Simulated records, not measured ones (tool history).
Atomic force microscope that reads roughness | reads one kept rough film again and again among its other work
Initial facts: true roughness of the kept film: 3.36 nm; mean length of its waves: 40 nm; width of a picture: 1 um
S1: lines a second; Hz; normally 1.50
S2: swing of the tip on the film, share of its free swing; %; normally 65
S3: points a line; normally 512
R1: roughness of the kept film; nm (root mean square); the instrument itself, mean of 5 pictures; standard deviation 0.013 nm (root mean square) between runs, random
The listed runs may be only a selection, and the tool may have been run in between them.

run   hour    S1  S2   S3     R1
  1    0.0  1.50  65  512  2.649
  2   12.3  1.50  65  512  2.565
  3   22.3  1.50  65  512  2.472
      27.9  -- new tip fitted
  4   28.5  1.50  65  512  2.950
  5   39.5  1.50  80  512  2.688
  6   46.9  1.50  80  512  2.647
  7   57.6  0.76  65  512  2.724
  8   68.7  0.76  65  512  2.624
  9   75.3  1.50  65  715  2.548
      85.6  -- new tip fitted
 10   87.6  1.50  74  512  2.849
 11   96.9  1.50  76  512  2.767
 12  107.6  1.50  76  512  2.676
 13  115.4  1.50  65  512  2.683
 14  125.4  1.50  65  500  2.586
 15  135.9  1.50  65  547  2.501
 16  142.6  1.50  65  512  2.439
     143.8  -- new tip fitted
 17  150.0  1.50  65  512  2.913
 18  157.7  1.10  65  512  2.861
 19  167.6  1.50  65  512  2.701
 20  177.0  1.50  65  512  2.649
 21  182.2  1.85  65  512  2.576
 22  190.6  1.85  65  512  2.504
 23  200.9  1.85  65  512  2.415
     202.1  -- new tip fitted
 24  206.4  1.85  65  512  2.872
 25  212.1  1.85  65  512  2.811
 26  218.9  1.50  65  512  2.793
 27  225.3  3.05  65  512  2.603
 28  234.1  3.05  65  512  2.540
 29  243.0  0.81  55  864  2.677
 30  248.2  0.81  55  864  2.626
 31  256.5  0.81  55  864  2.556
     259.9  -- new tip fitted
 32  263.9  0.81  83  667  2.877
 33  273.8  2.82  82  280  2.424
 34  279.8  2.82  67  280  2.654
 35  288.4  3.67  85  512  2.177
 36  296.8  3.67  85  512  2.101
 37  303.8  2.10  65  297  2.499
 38  311.6  2.10  65  297  2.451
     318.7  -- new tip fitted
 39  322.8  2.03  88  285  2.560
 40  328.6  1.44  88  940  2.618
 41  340.0  3.52  59  940  2.701
 42  352.3  0.61  81  581  2.657
 43  357.8  0.64  78  581  2.634
 44  368.0  0.64  78  581  2.525
     377.2  -- new tip fitted
 45  379.8  2.42  85  771  2.528
 46  387.0  0.70  58  995  2.906
 47  393.4  0.70  58  806  2.853
 48  398.9  0.70  58  806  2.792
 49  407.1  0.71  65  876  2.716
 50  416.7  0.57  65  322  2.617
 51  424.9  0.57  65  801  2.566
 52  432.9  0.57  65  801  2.520
     434.8  -- new tip fitted
 53  440.1  0.57  65  801  2.977

Alternative continuations, all from the tool just after run 53; predict every row:
  A  448.8  1.50  65  892   ?
  B  448.8  1.68  65  758   ?
  C  448.8  0.57  65  594   ?
  D  448.8  1.71  62  512   ?

run     R1
  A  2.802
  B  2.824
  C  2.894
  D  2.821
Had the tool no hidden state, the same runs would have come out as:
run     R1
  A  2.956
  B  2.977
  C  3.052
  D  2.975
